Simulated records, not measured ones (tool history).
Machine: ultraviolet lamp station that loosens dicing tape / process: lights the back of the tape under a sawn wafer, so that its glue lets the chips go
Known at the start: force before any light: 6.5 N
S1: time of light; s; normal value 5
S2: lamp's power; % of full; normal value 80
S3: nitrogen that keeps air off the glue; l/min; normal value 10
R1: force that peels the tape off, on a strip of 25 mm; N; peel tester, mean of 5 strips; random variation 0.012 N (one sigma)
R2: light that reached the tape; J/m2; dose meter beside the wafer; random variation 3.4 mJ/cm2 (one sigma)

run 1 day=0 | S1=5 S2=80 S3=10 | R1=0.974 R2=4190
run 2 day=0.9 | S1=5 S2=80 S3=10 | R1=0.976 R2=4120
run 3 day=2.4 | S1=5 S2=80 S3=10 | R1=1.004 R2=4030
run 4 day=4.258 | S1=5 S2=80 S3=10 | R1=1.02 R2=4000
run 5 day=5.962 | S1=5 S2=80 S3=14 | R1=0.874 R2=3890
run 6 day=7.667 | S1=5 S2=80 S3=14 | R1=0.936 R2=3770
run 7 day=8.621 | S1=3 S2=80 S3=10 | R1=2.293 R2=2240
run 8 day=9.817 | S1=3 S2=80 S3=10 | R1=2.27 R2=2200
run 9 day=10.675 | S1=3 S2=80 S3=10 | R1=2.324 R2=2210
run 10 day=12.008 | S1=3 S2=80 S3=10 | R1=2.374 R2=2180
run 11 day=13.771 | S1=3 S2=80 S3=10 | R1=2.431 R2=2080
run 12 day=15.092 | S1=3 S2=80 S3=10 | R1=2.528 R2=2070
run 13 day=16.854 | S1=8 S2=83 S3=10 | R1=0.522 R2=5630
run 14 day=18.021 | S1=9 S2=83 S3=4 | R1=0.839 R2=6270
run 15 day=18.854 | S1=9 S2=61 S3=18 | R1=0.581 R2=4530
run 16 day=19.642 | S1=3 S2=80 S3=10 | R1=2.63 R2=1940
run 17 day=21.029 | S1=3 S2=80 S3=10 | R1=2.667 R2=1920
run 18 day=22.154 | S1=3 S2=92 S3=7 | R1=2.52 R2=2200

Below, some changes in R1 between adjacent runs. For each, the amount present without the hidden state too (settings, incoming material, random variation) and the amount remaining for the hidden state with gauge scatter not shared by both compared results:
Hidden conditions of the tool in this case: lamp's light, % of a new lamp's; light that the window lets through, % of a clean one's; drift of the gauge itself on peel_n, %; drift of the gauge itself on dose_mj_cm2, %.
Run 15 -> 16: S1 9 -> 3, S2 61 -> 80, S3 18 -> 10. R1 +2.049 N: hidden state +0.826, all else +1.223.
